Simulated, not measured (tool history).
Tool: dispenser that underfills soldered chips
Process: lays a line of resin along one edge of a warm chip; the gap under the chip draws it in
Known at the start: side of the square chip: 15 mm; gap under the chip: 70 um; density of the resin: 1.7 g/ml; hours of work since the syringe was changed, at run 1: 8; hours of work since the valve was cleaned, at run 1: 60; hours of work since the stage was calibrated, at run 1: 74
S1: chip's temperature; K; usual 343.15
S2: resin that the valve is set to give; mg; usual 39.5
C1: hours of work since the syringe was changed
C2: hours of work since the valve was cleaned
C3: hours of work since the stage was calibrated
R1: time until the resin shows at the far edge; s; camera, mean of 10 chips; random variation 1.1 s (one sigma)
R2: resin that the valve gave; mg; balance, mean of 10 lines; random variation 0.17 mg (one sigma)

run	day	S1	S2	C1	C2	C3	R1	R2
1	0.000	343.15	39.5	8	60	74	182.7	37.70
# day 0.062: new syringe of resin
2	0.162	329.15	39.5	2	62	76	211.7	37.50
3	0.367	347.15	39.5	5	65	80	127.2	37.37
4	0.529	343.15	42.0	8	68	82	176.6	39.84
# day 0.629: new syringe of resin
5	0.746	343.15	39.5	2	71	86	121.4	37.24
6	0.900	343.15	39.5	4	74	88	142.1	37.08
7	1.004	343.15	37.0	6	76	90	164.0	34.95
8	1.104	343.15	37.0	8	77	92	184.9	34.56
# day 1.196: new syringe of resin
9	1.358	343.15	37.0	3	81	96	125.4	34.38
10	1.458	343.15	47.8	4	83	97	137.9	44.42
11	1.662	331.15	39.5	8	86	101	303.4	36.90
# day 1.767: new syringe of resin
12	1.867	343.15	37.3	2	89	104	121.5	34.65
13	2.083	343.15	37.3	5	93	107	158.0	34.62
14	2.312	343.15	39.5	9	97	111	198.4	36.32
# day 2.346: new syringe of resin
15	2.525	343.15	39.5	3	100	114	131.1	36.18
16	2.650	343.15	44.6	5	102	116	146.3	40.69
17	2.867	343.15	39.5	9	105	120	195.2	35.82
# day 2.908: new syringe of resin
18	3.033	343.15	45.3	2	108	122	120.1	41.47
19	3.154	343.15	45.3	4	110	124	137.9	41.65
20	3.346	345.15	48.1	7	113	127	160.8	43.55
# day 3.479: new syringe of resin
21	3.542	335.15	45.4	1	116	130	156.7	41.14
22	3.700	340.15	42.3	4	119	133	154.6	37.91
23	3.879	339.15	33.8	7	122	136	211.1	30.49
# day 4.050: new syringe of resin
24	4.092	339.15	33.8	1	125	139	139.4	30.05
# day 4.371: dispensing valve cleaned and set on the balance
25	4.371	346.15	50.2	5	0	143	127.3	50.28
26	4.504	341.15	42.2	7	2	145	184.0	42.11

Run 27 comes next. What will it give?
27	4.625	356.15	38.2	9	4	147	?	?

R1: 117.1 s
R2: 38.27 mg
Without the tool's hidden state the same run would have given R1 62.3 s, R2 38.34 mg.
